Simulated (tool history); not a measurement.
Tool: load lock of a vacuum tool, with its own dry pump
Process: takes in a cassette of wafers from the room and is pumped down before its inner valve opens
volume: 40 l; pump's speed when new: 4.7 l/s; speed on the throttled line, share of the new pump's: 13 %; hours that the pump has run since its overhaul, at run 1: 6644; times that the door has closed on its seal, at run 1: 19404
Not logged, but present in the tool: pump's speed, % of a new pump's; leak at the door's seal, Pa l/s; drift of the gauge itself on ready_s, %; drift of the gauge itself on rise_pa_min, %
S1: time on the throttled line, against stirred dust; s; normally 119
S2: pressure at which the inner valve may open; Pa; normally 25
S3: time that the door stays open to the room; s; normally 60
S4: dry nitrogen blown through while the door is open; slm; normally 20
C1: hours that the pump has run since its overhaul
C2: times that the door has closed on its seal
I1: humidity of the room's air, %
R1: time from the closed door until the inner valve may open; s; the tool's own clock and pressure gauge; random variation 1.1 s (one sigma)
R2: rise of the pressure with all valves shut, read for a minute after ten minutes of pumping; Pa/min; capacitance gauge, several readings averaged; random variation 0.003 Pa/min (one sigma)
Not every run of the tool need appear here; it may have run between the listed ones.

run	hour	S1	S2	S3	S4	C1	C2	I1	R1	R2
1	0.0	119	25	60	20	6644	19404	51.3	175.4	0.027
2	76.6	119	25	60	20	6721	19765	45.4	173.5	0.024
3	226.1	119	25	60	20	6871	20470	46.3	172.9	0.020
4	357.6	119	25	60	20	7002	21089	46.0	173.6	0.023
5	512.6	119	25	60	20	7157	21819	44.1	174.1	0.028
6	683.9	119	25	60	20	7328	22626	47.3	174.6	0.023

For run 7, what comes out?
7	803.5	119	25	60	20	7448	23190	45.8	?	?

Run 7 produced R1 174.3 s, R2 0.025 Pa/min.
Take away the tool's hidden state, keep the run-to-run variation as it was, and the same run would have given R1 174.3 s, R2 0.024 Pa/min.
